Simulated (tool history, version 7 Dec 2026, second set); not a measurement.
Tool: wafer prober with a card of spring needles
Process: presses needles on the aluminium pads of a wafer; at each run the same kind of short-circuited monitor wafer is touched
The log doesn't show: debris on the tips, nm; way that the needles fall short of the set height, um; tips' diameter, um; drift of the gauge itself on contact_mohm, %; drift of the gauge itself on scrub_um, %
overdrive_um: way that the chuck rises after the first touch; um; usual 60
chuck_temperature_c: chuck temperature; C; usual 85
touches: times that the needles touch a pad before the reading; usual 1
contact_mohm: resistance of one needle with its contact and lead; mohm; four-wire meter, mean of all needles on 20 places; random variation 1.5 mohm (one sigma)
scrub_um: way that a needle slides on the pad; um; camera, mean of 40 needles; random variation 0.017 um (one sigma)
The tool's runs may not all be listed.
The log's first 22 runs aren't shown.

| run | hour | overdrive_um | chuck_temperature_c | touches | touches since the tips were cleaned | cleanings since the card got new needles | touches since the first contact's height was set | contact_mohm | scrub_um |
|---|---|---|---|---|---|---|---|---|---|
|  | 603.6 | tips cleaned on abrasive film |
| 23 | 610.3 | 60 | 67 | 3 | 2785 | 67 | 28914 | 140 | 12.02 |
|  | 622.9 | tips cleaned on abrasive film |
| 24 | 626.2 | 60 | 67 | 1 | 1361 | 68 | 35449 | 142 | 12.08 |
|  | 641.2 | tips cleaned on abrasive film |
| 25 | 655.9 | 45 | 28 | 3 | 6093 | 69 | 47672 | 137 | 9.03 |
|  | 658.4 | tips cleaned on abrasive film |
| 26 | 675.3 | 43 | 41 | 2 | 6977 | 70 | 55637 | 137 | 8.63 |
|  | 678.8 | tips cleaned on abrasive film |
|  | 696.6 | tips cleaned on abrasive film |
| 27 | 699.0 | 43 | 41 | 2 | 976 | 72 | 65329 | 142 | 8.63 |
|  | 714.4 | tips cleaned on abrasive film |
| 28 | 714.5 | 45 | 41 | 2 | 26 | 73 | 71682 | 140 | 9.02 |
|  | 732.4 | gauge calibrated |
|  | 732.5 | tips cleaned on abrasive film |
| 29 | 740.4 | 56 | 85 | 2 | 3241 | 74 | 82322 | 143 | 11.41 |
|  | 752.1 | tips cleaned on abrasive film |
| 30 | 762.0 | 40 | 85 | 1 | 4081 | 75 | 91201 | 149 | 8.14 |
|  | 771.2 | tips cleaned on abrasive film |
|  | 774.1 | height of the first contact set anew |
| 31 | 787.4 | 59 | 35 | 1 | 6584 | 76 | 5527 | 135 | 12.00 |
|  | 789.7 | tips cleaned on abrasive film |
|  | 807.3 | tips cleaned on abrasive film |
| 32 | 822.4 | 59 | 35 | 1 | 6233 | 78 | 19874 | 136 | 11.99 |

Forecast each of these 3 alternatives for the next run:
|  | 825.9 | tips cleaned on abrasive film |
|  | 844.1 | tips cleaned on abrasive film |
| A | 846.3 | 78 | 61 | 2 | 946 | 80 | 29679 | ? | ? |
|  | 825.9 | tips cleaned on abrasive film |
|  | 844.1 | tips cleaned on abrasive film |
| B | 846.3 | 51 | 37 | 2 | 946 | 80 | 29679 | ? | ? |
|  | 825.9 | tips cleaned on abrasive film |
|  | 844.1 | tips cleaned on abrasive film |
| C | 846.3 | 49 | 74 | 1 | 946 | 80 | 29679 | ? | ? |

| run | contact_mohm | scrub_um |
|---|---|---|
| A | 134 | 15.89 |
| B | 135 | 10.37 |
| C | 145 | 9.96 |
Without the tool's hidden state the same runs would have given:
| run | contact_mohm | scrub_um |
|---|---|---|
| A | 134 | 15.93 |
| B | 135 | 10.40 |
| C | 145 | 9.99 |
